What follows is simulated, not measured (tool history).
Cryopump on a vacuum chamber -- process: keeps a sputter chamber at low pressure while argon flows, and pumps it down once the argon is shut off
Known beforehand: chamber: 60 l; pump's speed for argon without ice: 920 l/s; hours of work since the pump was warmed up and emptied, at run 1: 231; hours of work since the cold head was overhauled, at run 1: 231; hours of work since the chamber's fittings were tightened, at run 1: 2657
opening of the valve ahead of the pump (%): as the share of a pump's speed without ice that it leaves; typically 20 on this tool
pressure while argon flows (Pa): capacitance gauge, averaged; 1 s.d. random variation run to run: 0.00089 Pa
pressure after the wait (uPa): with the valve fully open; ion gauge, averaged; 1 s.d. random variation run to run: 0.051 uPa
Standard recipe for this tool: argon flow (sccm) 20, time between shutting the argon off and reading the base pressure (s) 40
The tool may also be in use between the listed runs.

run,hour,argon flow (sccm),time between shutting the argon off and reading the base pressure (s),opening of the valve ahead of the pump (%),hours of work since the pump was warmed up and emptied,hours of work since the cold head was overhauled,hours of work since the chamber's fittings were tightened,pressure while argon flows (Pa),pressure after the wait (uPa)
1,0.0,20,40,20,231,231,2657,0.1873,6.06
2,11.5,20,40,20,237,237,2663,0.1890,5.97
3,28.9,20,40,20,248,248,2673,0.1891,5.97
4,40.8,39,40,20,254,254,2680,0.3658,5.99
5,65.4,20,90,20,269,269,2694,0.1884,4.59
6,86.9,20,90,20,281,281,2707,0.1880,4.61
7,109.9,20,90,20,294,294,2720,0.1893,4.55
8,121.7,20,90,20,301,301,2727,0.1901,4.70
9,140.7,20,90,20,312,312,2738,0.1882,4.68
10,154.8,20,90,20,320,320,2746,0.1903,4.63
11,171.2,20,90,20,330,330,2755,0.1897,4.71
12,193.3,20,90,20,342,342,2768,0.1888,4.81
13,207.4,20,90,20,351,351,2776,0.1893,4.76
14,220.5,18,90,20,358,358,2784,0.1717,4.82
15,235.3,20,124,20,367,367,2792,0.1887,4.59
16,260.4,20,124,20,381,381,2807,0.1903,4.57
17,281.5,20,43,17,393,393,2819,0.2233,6.16
18,305.2,14,26,24,407,407,2833,0.1126,8.03
19,319.5,13,119,31,415,415,2841,0.0828,4.71
20,344.8,32,50,21,430,430,2856,0.2937,5.99
21,362.8,32,50,21,440,440,2866,0.2896,6.24
22,380.4,19,40,21,450,450,2876,0.1738,6.60
23,400.6,19,40,21,462,462,2888,0.1733,6.62
24,417.3,19,40,21,472,472,2898,0.1735,6.76
25,443.9,20,40,32,487,487,2913,0.1231,6.68
26,466.7,24,88,30,500,500,2926,0.1590,5.16

Consider 3 possible next runs. They are alternatives, not a sequence: every one starts from the tool as it was left by run 26. What does each give?
A,485.4,11,89,26,511,511,2937,?,?
B,485.4,15,247,30,511,511,2937,?,?
C,485.4,16,100,57,511,511,2937,?,?

run,pressure while argon flows (Pa),pressure after the wait (uPa)
A,0.0819,5.19
B,0.0979,4.58
C,0.0586,5.15
Without the tool's unlogged condition, the same runs would have read:
run,pressure while argon flows (Pa),pressure after the wait (uPa)
A,0.0774,1.59
B,0.0917,0.80
C,0.0520,1.48

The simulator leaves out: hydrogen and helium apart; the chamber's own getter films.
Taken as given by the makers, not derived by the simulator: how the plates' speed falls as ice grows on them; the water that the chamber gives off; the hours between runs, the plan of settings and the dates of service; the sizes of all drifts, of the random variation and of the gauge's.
